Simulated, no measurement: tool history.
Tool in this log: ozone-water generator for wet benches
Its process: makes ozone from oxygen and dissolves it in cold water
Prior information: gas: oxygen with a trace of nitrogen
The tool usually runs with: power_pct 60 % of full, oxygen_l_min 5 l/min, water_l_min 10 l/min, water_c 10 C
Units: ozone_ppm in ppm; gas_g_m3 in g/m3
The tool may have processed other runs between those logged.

Run 1, hour 0: usual settings. Result: ozone_ppm 24.7 ppm, gas_g_m3 164.2 g/m3.
Run 2, hour 35.8: usual settings. Result: ozone_ppm 24.6 ppm, gas_g_m3 166.1 g/m3.
Run 3, hour 70.1: usual settings. Result: ozone_ppm 24.5 ppm, gas_g_m3 165.1 g/m3.
Run 4, hour 102.4: usual settings. Result: ozone_ppm 24.6 ppm, gas_g_m3 163.9 g/m3.
Run 5, hour 133.9: usual settings but water_c 8 C. Result: ozone_ppm 25.3 ppm, gas_g_m3 163.6 g/m3.
Run 6, hour 172: usual settings but water_c 8 C. Result: ozone_ppm 25.3 ppm, gas_g_m3 163.8 g/m3.
Run 7, hour 228.3: usual settings. Result: ozone_ppm 24.2 ppm, gas_g_m3 162.5 g/m3.
Run 8, hour 273: usual settings but water_l_min 11 l/min. Result: ozone_ppm 22.2 ppm, gas_g_m3 164.9 g/m3.
Run 9, hour 311: usual settings. Result: ozone_ppm 24.3 ppm, gas_g_m3 162.5 g/m3.
Run 10, hour 366.8: usual settings. Result: ozone_ppm 23.8 ppm, gas_g_m3 165.4 g/m3.
Run 11, hour 395.3: usual settings. Result: ozone_ppm 24 ppm, gas_g_m3 163.3 g/m3.
Run 12, hour 451.2: usual settings but water_c 5 C. Result: ozone_ppm 26.3 ppm, gas_g_m3 164.1 g/m3.
At hour 460.7: contactor cleaned.
Run 13, hour 494.3: usual settings but water_c 5 C. Result: ozone_ppm 25.2 ppm, gas_g_m3 163.4 g/m3.
Run 14, hour 545.1: usual settings but water_c 5 C. Result: ozone_ppm 25.3 ppm, gas_g_m3 163.4 g/m3.
Run 15, hour 574.6: usual settings but water_c 16 C. Result: ozone_ppm 20.6 ppm, gas_g_m3 163 g/m3.
Run 16, hour 612.7: usual settings but water_c 16 C. Result: ozone_ppm 20.6 ppm, gas_g_m3 163.1 g/m3.
Run 17, hour 650.7: usual settings but water_c 16 C. Result: ozone_ppm 20.5 ppm, gas_g_m3 161.6 g/m3.
Run 18, hour 710.9: usual settings but oxygen_l_min 8.68 l/min, water_c 16 C. Result: ozone_ppm 19.6 ppm, gas_g_m3 129.1 g/m3.
Run 19, hour 772.3: usual settings but oxygen_l_min 8.93 l/min, water_l_min 9 l/min. Result: ozone_ppm 24.1 ppm, gas_g_m3 128.7 g/m3.
Run 20, hour 812.4: usual settings but water_l_min 8 l/min. Result: ozone_ppm 27.6 ppm, gas_g_m3 161.6 g/m3.
At hour 830.1: contactor cleaned, once more.
Run 21, hour 878.2: usual settings but power_pct 50 % of full, oxygen_l_min 2.58 l/min, water_l_min 11 l/min. Result: ozone_ppm 18.5 ppm, gas_g_m3 183.5 g/m3.
Run 22, hour 925.4: usual settings but power_pct 66 % of full, oxygen_l_min 2.58 l/min, water_l_min 11 l/min. Result: ozone_ppm 23.7 ppm, gas_g_m3 232.2 g/m3.
Run 23, hour 951.8: usual settings but power_pct 96 % of full, oxygen_l_min 3.59 l/min, water_l_min 13 l/min, water_c 17 C. Result: ozone_ppm 26.4 ppm, gas_g_m3 279 g/m3.
Run 24, hour 979.6: usual settings but oxygen_l_min 6.71 l/min, water_l_min 12 l/min. Result: ozone_ppm 22.3 ppm, gas_g_m3 143.5 g/m3.
Run 25, hour 1023.5: usual settings but power_pct 61 % of full, oxygen_l_min 6.71 l/min, water_l_min 12 l/min, water_c 7 C. Result: ozone_ppm 23.7 ppm, gas_g_m3 145.4 g/m3.
Run 26, hour 1063.6: usual settings but water_l_min 8 l/min, water_c 9 C. Result: ozone_ppm 31 ppm, gas_g_m3 162.3 g/m3.
Run 27, hour 1119.3: usual settings but water_l_min 11 l/min, water_c 8 C. Result: ozone_ppm 24.2 ppm, gas_g_m3 161.3 g/m3.
Run 28, hour 1164.4: usual settings but power_pct 62 % of full, oxygen_l_min 4.06 l/min, water_c 8 C. Result: ozone_ppm 26.8 ppm, gas_g_m3 180.4 g/m3.
Run 29, hour 1191.3: usual settings but power_pct 68 % of full, oxygen_l_min 3.56 l/min, water_l_min 9 l/min, water_c 17 C. Result: ozone_ppm 26.8 ppm, gas_g_m3 209.4 g/m3.
Run 30, hour 1248.6: usual settings but power_pct 68 % of full, oxygen_l_min 3.56 l/min, water_l_min 9 l/min, water_c 17 C. Result: ozone_ppm 27.1 ppm, gas_g_m3 204.3 g/m3.

Run 31 has not been measured yet. What should we expect?
Run 31, hour 1309.5: usual settings but power_pct 68 % of full, oxygen_l_min 3.56 l/min, water_l_min 9 l/min, water_c 12 C. Result: ozone_ppm ?, gas_g_m3 ?.

ozone_ppm: 29 ppm
gas_g_m3: 205.2 g/m3
With no hidden state in the tool, this same run would have given ozone_ppm 31.3 ppm, gas_g_m3 217.8 g/m3.
